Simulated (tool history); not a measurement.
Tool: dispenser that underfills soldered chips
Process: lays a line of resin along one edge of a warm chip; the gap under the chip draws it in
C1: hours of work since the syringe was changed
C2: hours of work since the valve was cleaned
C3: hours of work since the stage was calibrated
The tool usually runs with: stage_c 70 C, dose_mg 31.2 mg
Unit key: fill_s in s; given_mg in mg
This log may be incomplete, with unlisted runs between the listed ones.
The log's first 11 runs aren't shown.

-- hour=101.9 new syringe of resin
run 12 hour=106.5 | stage_c=69 dose_mg=33.9 | C1=3 C2=7 C3=419 | fill_s=155.0 given_mg=33.33
-- hour=111.5 new syringe of resin
run 13 hour=114.8 | stage_c=69 dose_mg=28.0 | C1=2 C2=13 C3=425 | fill_s=150.7 given_mg=27.76
-- hour=121.7 new syringe of resin
run 14 hour=127.7 | stage_c=69 dose_mg=28.0 | C1=4 C2=22 C3=433 | fill_s=166.3 given_mg=27.53
-- hour=131.3 new syringe of resin
run 15 hour=135.2 | stage_c=64 dose_mg=28.0 | C1=3 C2=27 C3=438 | fill_s=190.7 given_mg=27.53
-- hour=141.2 new syringe of resin
run 16 hour=141.7 | stage_c=64 dose_mg=29.1 | C1=0 C2=31 C3=443 | fill_s=166.6 given_mg=28.61
-- hour=151.1 new syringe of resin
run 17 hour=154.5 | stage_c=64 dose_mg=29.1 | C1=2 C2=40 C3=452 | fill_s=181.8 given_mg=28.42
-- hour=160.7 new syringe of resin
run 18 hour=165.4 | stage_c=76 dose_mg=31.2 | C1=3 C2=47 C3=459 | fill_s=118.1 given_mg=30.24
-- hour=170.9 new syringe of resin
run 19 hour=177.2 | stage_c=67 dose_mg=30.1 | C1=4 C2=55 C3=467 | fill_s=184.8 given_mg=29.16
-- hour=180.4 new syringe of resin
run 20 hour=183.5 | stage_c=65 dose_mg=27.5 | C1=2 C2=59 C3=471 | fill_s=171.6 given_mg=26.43
-- hour=190.2 new syringe of resin
run 21 hour=193.8 | stage_c=70 dose_mg=38.6 | C1=3 C2=66 C3=478 | fill_s=140.0 given_mg=36.98
-- hour=200.8 new syringe of resin
run 22 hour=203.5 | stage_c=83 dose_mg=34.7 | C1=2 C2=73 C3=485 | fill_s=82.2 given_mg=33.27
run 23 hour=209.0 | stage_c=83 dose_mg=38.0 | C1=6 C2=77 C3=489 | fill_s=106.7 given_mg=36.46
-- hour=210.9 new syringe of resin
run 24 hour=218.3 | stage_c=83 dose_mg=38.0 | C1=5 C2=83 C3=495 | fill_s=104.1 given_mg=35.99
-- hour=220.6 new syringe of resin
run 25 hour=225.8 | stage_c=67 dose_mg=32.2 | C1=4 C2=88 C3=500 | fill_s=170.7 given_mg=30.47
-- hour=231.0 new syringe of resin
run 26 hour=234.1 | stage_c=76 dose_mg=28.4 | C1=2 C2=94 C3=506 | fill_s=114.0 given_mg=26.81
-- hour=240.9 new syringe of resin
run 27 hour=245.4 | stage_c=60 dose_mg=33.2 | C1=3 C2=102 C3=513 | fill_s=226.5 given_mg=30.99
-- hour=250.5 new syringe of resin
run 28 hour=256.6 | stage_c=65 dose_mg=30.7 | C1=4 C2=109 C3=521 | fill_s=201.3 given_mg=28.92
-- hour=260.3 new syringe of resin
run 29 hour=266.0 | stage_c=57 dose_mg=30.0 | C1=4 C2=116 C3=527 | fill_s=278.6 given_mg=27.92
-- hour=270.2 new syringe of resin
-- hour=273.2 stage's temperature calibrated
run 30 hour=273.9 | stage_c=82 dose_mg=40.0 | C1=2 C2=120 C3=1 | fill_s=81.1 given_mg=37.28
-- hour=281.7 new syringe of resin
run 31 hour=282.3 | stage_c=71 dose_mg=35.0 | C1=0 C2=126 C3=6 | fill_s=111.3 given_mg=32.38
run 32 hour=290.6 | stage_c=66 dose_mg=34.6 | C1=6 C2=132 C3=12 | fill_s=203.0 given_mg=31.94
-- hour=291.9 new syringe of resin
-- hour=296.0 dispensing valve cleaned and set on the balance
run 33 hour=301.7 | stage_c=66 dose_mg=34.6 | C1=6 C2=4 C3=19 | fill_s=202.4 given_mg=34.63

Alternative continuations, all from the tool just after run 33; predict every row:
-- hour=303.0 new syringe of resin
-- hour=313.2 new syringe of resin
run A hour=315.0 | stage_c=76 dose_mg=32.3 | C1=1 C2=13 C3=28 | fill_s=? given_mg=?
-- hour=303.0 new syringe of resin
-- hour=313.2 new syringe of resin
run B hour=315.0 | stage_c=75 dose_mg=31.2 | C1=1 C2=13 C3=28 | fill_s=? given_mg=?
-- hour=303.0 new syringe of resin
-- hour=313.2 new syringe of resin
run C hour=315.0 | stage_c=57 dose_mg=34.6 | C1=1 C2=13 C3=28 | fill_s=? given_mg=?

run=A fill_s=100.6 given_mg=31.90
run=B fill_s=104.9 given_mg=30.86
run=C fill_s=211.5 given_mg=34.30
What these runs would have given with no unlogged condition in the tool:
run=A fill_s=91.3 given_mg=32.13
run=B fill_s=95.1 given_mg=31.08
run=C fill_s=191.8 given_mg=34.55
